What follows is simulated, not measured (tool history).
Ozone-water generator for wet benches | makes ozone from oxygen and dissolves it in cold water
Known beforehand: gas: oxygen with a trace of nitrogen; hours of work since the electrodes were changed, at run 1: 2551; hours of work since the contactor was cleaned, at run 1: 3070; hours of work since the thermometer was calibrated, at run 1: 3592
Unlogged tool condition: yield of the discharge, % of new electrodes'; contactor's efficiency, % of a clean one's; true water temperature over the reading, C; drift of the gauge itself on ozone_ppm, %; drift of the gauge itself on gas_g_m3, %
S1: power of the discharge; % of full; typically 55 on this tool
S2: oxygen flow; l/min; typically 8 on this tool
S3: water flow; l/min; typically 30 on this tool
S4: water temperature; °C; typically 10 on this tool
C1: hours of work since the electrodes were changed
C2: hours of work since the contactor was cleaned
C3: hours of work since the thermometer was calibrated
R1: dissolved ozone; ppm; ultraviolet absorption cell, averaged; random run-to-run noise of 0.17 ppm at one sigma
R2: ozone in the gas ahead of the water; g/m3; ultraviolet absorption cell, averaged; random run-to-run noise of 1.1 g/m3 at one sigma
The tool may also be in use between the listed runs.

| run | hour | S1 | S2 | S3 | S4 | C1 | C2 | C3 | R1 | R2 |
|---|---|---|---|---|---|---|---|---|---|---|
| 1 | 0 | 55 | 8 | 30 | 10 | 2551 | 3070 | 3592 | 22.1 | 197 |
| 2 | 30 | 55 | 8 | 30 | 10 | 2579 | 3098 | 3619 | 22 | 197.1 |
| 3 | 75 | 55 | 8 | 30 | 10 | 2619 | 3138 | 3660 | 21.8 | 195.9 |
| 4 | 104.4 | 55 | 8 | 30 | 15 | 2646 | 3165 | 3686 | 20.8 | 197.6 |
| 5 | 135.9 | 55 | 8 | 30 | 15 | 2675 | 3194 | 3715 | 20.7 | 194 |
| 6 | 190.6 | 55 | 8 | 30 | 15 | 2724 | 3243 | 3764 | 20.5 | 194.8 |
| 7 | 242.2 | 55 | 8 | 30 | 15 | 2771 | 3290 | 3811 | 20.5 | 194.7 |
| 8 | 280.9 | 55 | 8 | 30 | 15 | 2806 | 3325 | 3846 | 20.4 | 197.2 |
| 9 | 330.9 | 55 | 8 | 30 | 15 | 2851 | 3370 | 3891 | 20.6 | 195.5 |
| 10 | 382.9 | 69 | 8 | 30 | 10 | 2898 | 3417 | 3939 | 26.1 | 231 |
| 11 | 441.6 | 55 | 4.65 | 30 | 10 | 2952 | 3471 | 3992 | 19.2 | 246.4 |
| 12 | 503.6 | 55 | 8 | 21 | 10 | 3008 | 3527 | 4048 | 29.1 | 194.1 |
|  | 510.7 | contactor cleaned |
| 13 | 544.4 | 55 | 8 | 21 | 10 | 3041 | 30 | 4081 | 28.9 | 195.2 |
| 14 | 615.3 | 55 | 8 | 21 | 10 | 3105 | 95 | 4146 | 29 | 195.6 |
|  | 635.1 | contactor cleaned, once more |
| 15 | 650.1 | 55 | 7.94 | 30 | 10 | 3133 | 14 | 4173 | 22.3 | 195 |
| 16 | 709.1 | 55 | 7.94 | 30 | 10 | 3187 | 67 | 4227 | 22.2 | 194 |
| 17 | 743.7 | 55 | 7.94 | 30 | 10 | 3218 | 98 | 4258 | 22.1 | 195 |
| 18 | 802.4 | 57 | 10.77 | 30 | 10 | 3271 | 152 | 4311 | 24 | 173.3 |
| 19 | 861.9 | 57 | 10.77 | 30 | 10 | 3325 | 206 | 4365 | 23.8 | 174.5 |
| 20 | 890.9 | 57 | 10.77 | 30 | 10 | 3352 | 232 | 4392 | 23.9 | 174.7 |
| 21 | 925.9 | 63 | 10.97 | 43 | 15 | 3383 | 264 | 4423 | 17.7 | 185.1 |
| 22 | 970.9 | 74 | 10.97 | 39 | 15 | 3424 | 304 | 4464 | 21.8 | 212.3 |
| 23 | 1013.1 | 74 | 10.97 | 39 | 15 | 3462 | 343 | 4502 | 21.9 | 210.3 |
| 24 | 1043.6 | 74 | 10.97 | 39 | 15 | 3490 | 370 | 4530 | 21.8 | 211.2 |
| 25 | 1094 | 74 | 10.97 | 39 | 15 | 3536 | 416 | 4576 | 21.9 | 211 |
| 26 | 1141.9 | 55 | 8 | 35 | 10 | 3579 | 459 | 4619 | 19.2 | 196.2 |
| 27 | 1171.6 | 51 | 12.88 | 44 | 5 | 3606 | 486 | 4646 | 17.2 | 150.4 |
| 28 | 1219 | 41 | 13.64 | 44 | 5 | 3649 | 529 | 4689 | 14.5 | 122.6 |
| 29 | 1260.5 | 41 | 13.64 | 44 | 5 | 3687 | 567 | 4727 | 14.8 | 123.4 |
| 30 | 1331.8 | 52 | 13.64 | 26 | 5 | 3751 | 631 | 4791 | 27 | 147.2 |
| 31 | 1386.8 | 68 | 5 | 37 | 13 | 3801 | 681 | 4841 | 18.4 | 275.3 |
| 32 | 1415.9 | 68 | 13.62 | 26 | 13 | 3827 | 708 | 4868 | 28.8 | 177.5 |

How the hidden state differs across the entries between the runs, from the last listed run before each to the first after it:
From run 12 to run 13: contactor cleaned (hour 510.7)
  contactor's efficiency, % of a clean one's: 95.1 -> 93.9
  difference, measured minus the result without the unlogged condition, R1: -2.2 -> -2.3 ppm; R2: -8.9 -> -9 g/m3
From run 14 to run 15: contactor cleaned, once more (hour 635.1)
  yield of the discharge, % of new electrodes': 94.5 -> 94.4; contactor's efficiency, % of a clean one's: 93.9 -> 99.4
  difference, measured minus the result without the unlogged condition, R1: -2.4 -> -1.2 ppm; R2: -9.3 -> -9.4 g/m3
